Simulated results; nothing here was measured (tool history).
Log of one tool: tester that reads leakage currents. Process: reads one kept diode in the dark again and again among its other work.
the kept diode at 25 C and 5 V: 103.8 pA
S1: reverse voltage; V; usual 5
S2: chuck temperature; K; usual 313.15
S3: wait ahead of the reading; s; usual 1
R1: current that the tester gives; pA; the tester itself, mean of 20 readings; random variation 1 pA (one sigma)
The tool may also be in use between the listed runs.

run	day	S1	S2	S3	R1
1	0	5	313.15	1	363.17
2	6.571	5	313.15	1	366.22
3	10.488	5	313.15	1	369.09
4	15.5	5	313.15	1	370.17
5	20.704	5	313.15	1	374.31
6	26.638	5	313.15	1	373.49
7	30.492	5	303.15	1	180.62
# day 32.692: tester calibrated
8	35.146	5	313.15	1	384.35
9	41.367	5	313.15	1	386.18
10	47.158	5	313.15	1	390.73
11	51.05	13.32	321.15	0.88	1012.08
# day 56.308: tester calibrated, once more
# day 57.004: probe card cleaned and baked
12	57.004	1.63	310.15	1.34	195.97
# day 58.662: chuck's temperature calibrated
13	61.733	1.63	310.15	1.34	174.87
14	66.904	15.99	300.15	5.43	193.02
15	70.933	2.82	330.15	0.45	900.93
16	74.492	2.24	293.15	0.45	52.7
17	80.946	1.55	322.15	1	418.9
18	85.467	14.92	316.15	5.69	654.43
19	88.717	1.22	294.15	1	45.66
20	92.829	1.22	294.15	1	46.14

4 ways to go on from here, each from the tool as it stands after run 20. What would each give?
A	99.254	4.69	315.15	1.43	?
B	99.254	3.53	294.15	1	?
C	99.254	6.99	317.15	1.39	?
D	99.254	1.22	330.15	0.38	?

run	R1
A	398.77
B	70.15
C	533.57
D	676.58
Without the tool's hidden state the same runs would have given:
run	R1
A	380.01
B	66.04
C	508.61
D	648.17
